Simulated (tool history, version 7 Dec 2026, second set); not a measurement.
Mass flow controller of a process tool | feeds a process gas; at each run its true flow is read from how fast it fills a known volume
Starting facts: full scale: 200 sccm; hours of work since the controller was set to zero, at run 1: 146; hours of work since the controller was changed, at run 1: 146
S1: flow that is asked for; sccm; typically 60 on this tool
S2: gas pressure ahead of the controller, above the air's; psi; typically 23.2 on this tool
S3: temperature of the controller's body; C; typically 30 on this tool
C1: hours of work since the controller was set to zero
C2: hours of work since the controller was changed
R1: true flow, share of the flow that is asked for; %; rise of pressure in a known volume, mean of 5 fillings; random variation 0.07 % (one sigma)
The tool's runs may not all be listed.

run,hour,S1,S2,S3,C1,C2,R1
1,0,60,23.2,30,146,146,98.44
2,48.9,60,23.2,30,178,178,98.4
3,116.2,60,23.2,30,222,222,98.38
4,211.6,60,23.2,20,285,285,97.05
5,315.3,60,23.2,20,353,353,97.08
6,366.6,60,23.2,26,387,387,97.62
7,423.1,60,23.2,30,424,424,98.06
8,471,60,23.2,30,455,455,98.11
9,578.3,60,23.2,30,526,526,98
10,675.6,60,23.2,30,590,590,97.88
11,732.1,60,21.2,30,627,627,97.85
12,832.5,37,23.2,30,693,693,97.49
13,886.5,37,23.2,30,728,728,97.31
14,936.1,60,23.2,28,761,761,97.32
15,982.4,60,23.2,30,791,791,97.62
16,1096.7,60,23.2,30,866,866,97.5
17,1159.3,60,23.8,30,908,908,97.38
18,1210.1,60,23.2,38,941,941,98.25
19,1272.8,60,23.2,30,982,982,97.34
20,1355.9,60,23.2,30,1037,1037,97.25
21,1409,60,23.2,30,1072,1072,97.18
22,1465.1,60,37,30,1108,1108,97.88
23,1559,54,37.1,30,1170,1170,97.6
24,1620.5,45,20.9,35,1210,1210,97.17
25,1683.5,26,38.4,35,1252,1252,97.82
26,1786.2,97,33.5,38,1319,1319,98.65
27,1879.9,139,37.1,30,1381,1381,98.36
28,1957.8,139,37.1,30,1432,1432,98.42
29,2055.1,139,37.1,30,1496,1496,98.4
30,2139.2,139,37.1,30,1551,1551,98.37
31,2196.3,139,37.1,30,1589,1589,98.16
# hour 2263.6: gauge calibrated
32,2263.6,45,23.6,39,1633,1633,99.28
33,2350.8,34,32.8,25,1690,1690,98.05
34,2451.7,34,32.8,25,1756,1756,97.8
35,2530.5,34,32.8,25,1808,1808,97.76
36,2631.5,34,32.8,25,1875,1875,97.78
37,2723.7,34,32.8,25,1935,1935,97.64
38,2808.1,60,23.2,26,1991,1991,97.69
39,2859.8,60,23.2,26,2025,2025,97.56
40,2950,60,21.5,25,2084,2084,97.28
41,3048.4,22,25.1,30,2148,2148,97.39
42,3098.7,22,25.1,30,2181,2181,97.35

Measured minus without-hidden-state, run by run (identical run-to-run variation in each term; gauge scatter may differ):
Hidden conditions of the tool in this case: flow at rest that the sensor doesn't see, % of full scale; true flow over the shown one, %; drift of the gauge itself on true_pct, %.
run,R1
1,+0
2,-0.05
3,-0.11
4,-0.18
5,-0.29
6,-0.33
7,-0.38
8,-0.43
9,-0.52
10,-0.61
11,-0.66
12,-0.75
13,-0.79
14,-0.84
15,-0.88
16,-0.99
17,-1.04
18,-1.1
19,-1.14
20,-1.22
21,-1.27
22,-1.33
23,-1.41
24,-1.46
25,-1.54
26,-1.63
27,-1.72
28,-1.79
29,-1.88
30,-1.95
31,-2
32,-0.01
33,-0.09
34,-0.18
35,-0.25
36,-0.35
37,-0.42
38,-0.5
39,-0.55
40,-0.62
41,-0.72
42,-0.77
